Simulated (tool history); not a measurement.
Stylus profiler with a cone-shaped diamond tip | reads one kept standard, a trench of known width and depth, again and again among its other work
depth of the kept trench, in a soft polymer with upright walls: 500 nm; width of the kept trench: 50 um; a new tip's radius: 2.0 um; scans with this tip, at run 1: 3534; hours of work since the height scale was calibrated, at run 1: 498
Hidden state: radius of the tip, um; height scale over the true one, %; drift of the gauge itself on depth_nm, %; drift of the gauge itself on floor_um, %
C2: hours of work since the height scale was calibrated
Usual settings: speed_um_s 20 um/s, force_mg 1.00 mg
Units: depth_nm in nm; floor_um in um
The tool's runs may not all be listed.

run 1 hour=0.0 | speed_um_s=20 force_mg=1.00 | scans_with_this_tip=3534 C2=498 | depth_nm=503.45 floor_um=47.11
run 2 hour=21.7 | speed_um_s=11 force_mg=1.00 | scans_with_this_tip=3634 C2=513 | depth_nm=503.31 floor_um=47.09
run 3 hour=40.8 | speed_um_s=11 force_mg=1.00 | scans_with_this_tip=3721 C2=525 | depth_nm=503.23 floor_um=47.08
run 4 hour=57.2 | speed_um_s=20 force_mg=1.00 | scans_with_this_tip=3796 C2=535 | depth_nm=503.43 floor_um=47.00
run 5 hour=72.0 | speed_um_s=20 force_mg=1.00 | scans_with_this_tip=3864 C2=545 | depth_nm=503.50 floor_um=47.03
run 6 hour=97.6 | speed_um_s=20 force_mg=0.74 | scans_with_this_tip=3981 C2=561 | depth_nm=502.51 floor_um=47.07
run 7 hour=117.6 | speed_um_s=20 force_mg=1.00 | scans_with_this_tip=4073 C2=574 | depth_nm=503.26 floor_um=47.01
run 8 hour=130.5 | speed_um_s=20 force_mg=1.00 | scans_with_this_tip=4132 C2=583 | depth_nm=503.41 floor_um=47.03
run 9 hour=145.0 | speed_um_s=20 force_mg=1.00 | scans_with_this_tip=4198 C2=592 | depth_nm=503.01 floor_um=47.00
run 10 hour=159.3 | speed_um_s=20 force_mg=1.22 | scans_with_this_tip=4263 C2=601 | depth_nm=504.03 floor_um=47.00
run 11 hour=178.0 | speed_um_s=20 force_mg=1.22 | scans_with_this_tip=4349 C2=613 | depth_nm=503.75 floor_um=46.99
run 12 hour=189.0 | speed_um_s=20 force_mg=1.22 | scans_with_this_tip=4399 C2=620 | depth_nm=503.70 floor_um=47.04
run 13 hour=206.1 | speed_um_s=32 force_mg=1.00 | scans_with_this_tip=4477 C2=631 | depth_nm=503.12 floor_um=46.93
run 14 hour=232.1 | speed_um_s=14 force_mg=1.00 | scans_with_this_tip=4596 C2=648 | depth_nm=503.16 floor_um=47.03
run 15 hour=253.2 | speed_um_s=20 force_mg=0.67 | scans_with_this_tip=4693 C2=662 | depth_nm=502.54 floor_um=47.02
run 16 hour=275.0 | speed_um_s=20 force_mg=0.67 | scans_with_this_tip=4793 C2=676 | depth_nm=502.36 floor_um=46.96
run 17 hour=297.1 | speed_um_s=20 force_mg=0.67 | scans_with_this_tip=4894 C2=690 | depth_nm=502.43 floor_um=46.95
run 18 hour=320.2 | speed_um_s=20 force_mg=0.67 | scans_with_this_tip=4999 C2=705 | depth_nm=502.46 floor_um=47.01
run 19 hour=333.8 | speed_um_s=20 force_mg=1.57 | scans_with_this_tip=5062 C2=714 | depth_nm=504.51 floor_um=46.96
run 20 hour=358.1 | speed_um_s=24 force_mg=1.57 | scans_with_this_tip=5173 C2=730 | depth_nm=504.58 floor_um=46.95
run 21 hour=379.1 | speed_um_s=20 force_mg=0.36 | scans_with_this_tip=5269 C2=743 | depth_nm=501.26 floor_um=46.95
run 22 hour=392.2 | speed_um_s=20 force_mg=0.36 | scans_with_this_tip=5329 C2=752 | depth_nm=501.44 floor_um=46.95
run 23 hour=416.5 | speed_um_s=20 force_mg=0.36 | scans_with_this_tip=5440 C2=767 | depth_nm=501.60 floor_um=46.93
run 24 hour=439.6 | speed_um_s=33 force_mg=1.70 | scans_with_this_tip=5546 C2=782 | depth_nm=504.68 floor_um=46.94
run 25 hour=452.8 | speed_um_s=33 force_mg=1.70 | scans_with_this_tip=5606 C2=791 | depth_nm=504.59 floor_um=46.92
run 26 hour=469.8 | speed_um_s=76 force_mg=1.70 | scans_with_this_tip=5684 C2=802 | depth_nm=504.62 floor_um=46.87
run 27 hour=487.3 | speed_um_s=29 force_mg=0.84 | scans_with_this_tip=5764 C2=813 | depth_nm=502.60 floor_um=46.91
run 28 hour=509.6 | speed_um_s=22 force_mg=0.57 | scans_with_this_tip=5866 C2=827 | depth_nm=501.65 floor_um=46.92
-- hour=517.2 height scale calibrated on a step standard
run 29 hour=527.9 | speed_um_s=22 force_mg=0.57 | scans_with_this_tip=5948 C2=7 | depth_nm=502.55 floor_um=46.84
run 30 hour=543.5 | speed_um_s=7 force_mg=0.65 | scans_with_this_tip=6019 C2=17 | depth_nm=502.65 floor_um=47.00
run 31 hour=569.6 | speed_um_s=21 force_mg=1.00 | scans_with_this_tip=6138 C2=34 | depth_nm=503.59 floor_um=46.91
run 32 hour=596.2 | speed_um_s=21 force_mg=1.00 | scans_with_this_tip=6260 C2=51 | depth_nm=503.50 floor_um=46.92
run 33 hour=616.7 | speed_um_s=21 force_mg=1.00 | scans_with_this_tip=6354 C2=64 | depth_nm=503.42 floor_um=46.86
run 34 hour=628.3 | speed_um_s=21 force_mg=1.00 | scans_with_this_tip=6407 C2=72 | depth_nm=503.68 floor_um=46.92
run 35 hour=646.1 | speed_um_s=67 force_mg=0.44 | scans_with_this_tip=6488 C2=83 | depth_nm=502.08 floor_um=46.63
run 36 hour=667.4 | speed_um_s=15 force_mg=1.07 | scans_with_this_tip=6586 C2=97 | depth_nm=503.79 floor_um=46.86
run 37 hour=686.3 | speed_um_s=15 force_mg=1.07 | scans_with_this_tip=6672 C2=109 | depth_nm=503.68 floor_um=46.90
run 38 hour=708.4 | speed_um_s=14 force_mg=1.47 | scans_with_this_tip=6774 C2=123 | depth_nm=504.47 floor_um=46.92
run 39 hour=723.2 | speed_um_s=56 force_mg=0.65 | scans_with_this_tip=6841 C2=133 | depth_nm=502.67 floor_um=46.72
run 40 hour=738.3 | speed_um_s=12 force_mg=0.50 | scans_with_this_tip=6910 C2=143 | depth_nm=502.16 floor_um=46.87
run 41 hour=759.9 | speed_um_s=8 force_mg=0.54 | scans_with_this_tip=7009 C2=157 | depth_nm=502.09 floor_um=46.91
run 42 hour=770.8 | speed_um_s=23 force_mg=0.54 | scans_with_this_tip=7059 C2=164 | depth_nm=502.36 floor_um=46.77
run 43 hour=795.3 | speed_um_s=25 force_mg=2.13 | scans_with_this_tip=7171 C2=179 | depth_nm=505.86 floor_um=46.84
run 44 hour=808.5 | speed_um_s=25 force_mg=2.13 | scans_with_this_tip=7232 C2=188 | depth_nm=505.83 floor_um=46.85
run 45 hour=826.2 | speed_um_s=42 force_mg=2.53 | scans_with_this_tip=7312 C2=199 | depth_nm=506.47 floor_um=46.77
run 46 hour=850.0 | speed_um_s=56 force_mg=2.53 | scans_with_this_tip=7422 C2=215 | depth_nm=506.82 floor_um=46.84

How the hidden state differs across the entries between the runs, from the last listed run before each to the first after it:
Between runs 28 and 29: height scale calibrated on a step standard (hour 517.2)
  radius of the tip, um: 2.55 -> 2.56; height scale over the true one, %: -0.115 -> 0.001
  measured less the result without the state, depth_nm: -0.58 -> +0.01 nm; floor_um: -0.39 -> -0.40 um
